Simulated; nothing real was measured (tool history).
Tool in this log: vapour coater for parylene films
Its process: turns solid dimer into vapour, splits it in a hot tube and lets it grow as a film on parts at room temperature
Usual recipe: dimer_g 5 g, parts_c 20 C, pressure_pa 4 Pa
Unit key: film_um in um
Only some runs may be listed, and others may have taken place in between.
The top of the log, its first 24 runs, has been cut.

run    hour  dimer_g  parts_c  pressure_pa  film_um
 25   895.6        3       14         2.65    1.043
 26   937.9        3       29         3.58    0.629
 27   970.4        4       20            4    1.062
 28  1022.1        4       12         2.41    1.468
 29  1066.4        4       12         2.41    1.466
     1097.6  -- table's thermometer calibrated
 30  1103.7        3       12         2.13    1.129
 31  1140.8        4       20         2.25    1.171
 32  1182.5        4       20            4    1.045
 33  1216.2        5       13         6.91    1.406
 34  1244.2        5       13         6.91    1.405
 35  1280.5        2       22         6.91     0.43
 36  1319.5        6       22         5.33    1.386
 37  1350.8        6       22         5.33    1.382
 38  1380.1        4       22         2.44    1.128
 39  1403.2        6       15            4    1.811
 40  1440.2        6       15            4    1.807
 41  1462.3        6       15            4    1.781
 42  1484.8        5       20            4    1.319
 43  1517.5        5       22         7.34    1.069
 44  1544.8        2       23         2.48    0.553
     1564.8  -- trap's valve overhauled
 45  1573.2        2       23         2.48    0.538
 46  1596.8        4       15         3.33     1.25
 47  1619.1        4       13         3.33    1.304
 48  1647.5        5       23         8.28    1.025

Here are 3 independent what-if runs from the current tool condition. What would each one return?
  A  1670.8        7       20         2.28        ?
  B  1670.8        7       27        10.76        ?
  C  1670.8        8       24         8.28        ?

run  film_um
  A    2.086
  B    1.209
  C    1.605
Without the tool's unlogged condition, the same runs would have read:
run  film_um
  A    2.087
  B    1.209
  C    1.606
